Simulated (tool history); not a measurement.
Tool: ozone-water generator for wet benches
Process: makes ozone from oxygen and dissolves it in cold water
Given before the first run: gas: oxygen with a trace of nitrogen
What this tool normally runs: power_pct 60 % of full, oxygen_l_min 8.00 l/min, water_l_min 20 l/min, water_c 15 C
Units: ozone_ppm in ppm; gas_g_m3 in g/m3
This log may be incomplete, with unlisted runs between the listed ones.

run 1 hour=0.0 | power_pct=60 oxygen_l_min=8.00 water_l_min=20 water_c=15 | ozone_ppm=27.5 gas_g_m3=186.1
run 2 hour=28.0 | power_pct=56 oxygen_l_min=8.00 water_l_min=20 water_c=15 | ozone_ppm=26.9 gas_g_m3=175.4
run 3 hour=50.0 | power_pct=56 oxygen_l_min=8.00 water_l_min=20 water_c=15 | ozone_ppm=26.5 gas_g_m3=176.4
run 4 hour=79.1 | power_pct=60 oxygen_l_min=8.00 water_l_min=20 water_c=15 | ozone_ppm=27.6 gas_g_m3=185.3
run 5 hour=99.7 | power_pct=53 oxygen_l_min=8.00 water_l_min=20 water_c=15 | ozone_ppm=25.6 gas_g_m3=170.4
run 6 hour=126.7 | power_pct=60 oxygen_l_min=8.00 water_l_min=20 water_c=15 | ozone_ppm=27.4 gas_g_m3=182.8
run 7 hour=150.4 | power_pct=60 oxygen_l_min=8.00 water_l_min=20 water_c=15 | ozone_ppm=27.2 gas_g_m3=183.6
run 8 hour=172.3 | power_pct=60 oxygen_l_min=8.00 water_l_min=20 water_c=15 | ozone_ppm=27.8 gas_g_m3=183.0
run 9 hour=201.4 | power_pct=60 oxygen_l_min=8.00 water_l_min=20 water_c=14 | ozone_ppm=27.8 gas_g_m3=183.3
run 10 hour=214.7 | power_pct=88 oxygen_l_min=8.00 water_l_min=20 water_c=15 | ozone_ppm=35.0 gas_g_m3=230.8
run 11 hour=238.1 | power_pct=85 oxygen_l_min=8.00 water_l_min=24 water_c=7 | ozone_ppm=33.4 gas_g_m3=229.0
run 12 hour=261.0 | power_pct=85 oxygen_l_min=4.15 water_l_min=29 water_c=7 | ozone_ppm=28.2 gas_g_m3=347.6
run 13 hour=275.4 | power_pct=81 oxygen_l_min=4.24 water_l_min=14 water_c=7 | ozone_ppm=51.8 gas_g_m3=334.9
run 14 hour=293.5 | power_pct=60 oxygen_l_min=8.78 water_l_min=20 water_c=8 | ozone_ppm=30.1 gas_g_m3=173.5
run 15 hour=318.0 | power_pct=57 oxygen_l_min=12.45 water_l_min=29 water_c=15 | ozone_ppm=18.9 gas_g_m3=132.9
run 16 hour=333.1 | power_pct=58 oxygen_l_min=8.00 water_l_min=20 water_c=15 | ozone_ppm=26.7 gas_g_m3=178.0

What if the next run were any one of these 4? Each begins from the tool's condition after run 16:
run A hour=362.9 | power_pct=76 oxygen_l_min=10.10 water_l_min=20 water_c=7 | ozone_ppm=? gas_g_m3=?
run B hour=362.9 | power_pct=47 oxygen_l_min=8.00 water_l_min=20 water_c=15 | ozone_ppm=? gas_g_m3=?
run C hour=362.9 | power_pct=60 oxygen_l_min=4.89 water_l_min=20 water_c=14 | ozone_ppm=? gas_g_m3=?
run D hour=362.9 | power_pct=58 oxygen_l_min=10.14 water_l_min=20 water_c=15 | ozone_ppm=? gas_g_m3=?

run=A ozone_ppm=34.6 gas_g_m3=181.3
run=B ozone_ppm=23.4 gas_g_m3=157.4
run=C ozone_ppm=29.3 gas_g_m3=251.8
run=D ozone_ppm=25.2 gas_g_m3=153.7
Take away the tool's hidden state, keep each run's random variation, and the runs would have read:
run=A ozone_ppm=37.3 gas_g_m3=188.8
run=B ozone_ppm=25.0 gas_g_m3=162.1
run=C ozone_ppm=31.3 gas_g_m3=260.8
run=D ozone_ppm=27.1 gas_g_m3=159.1
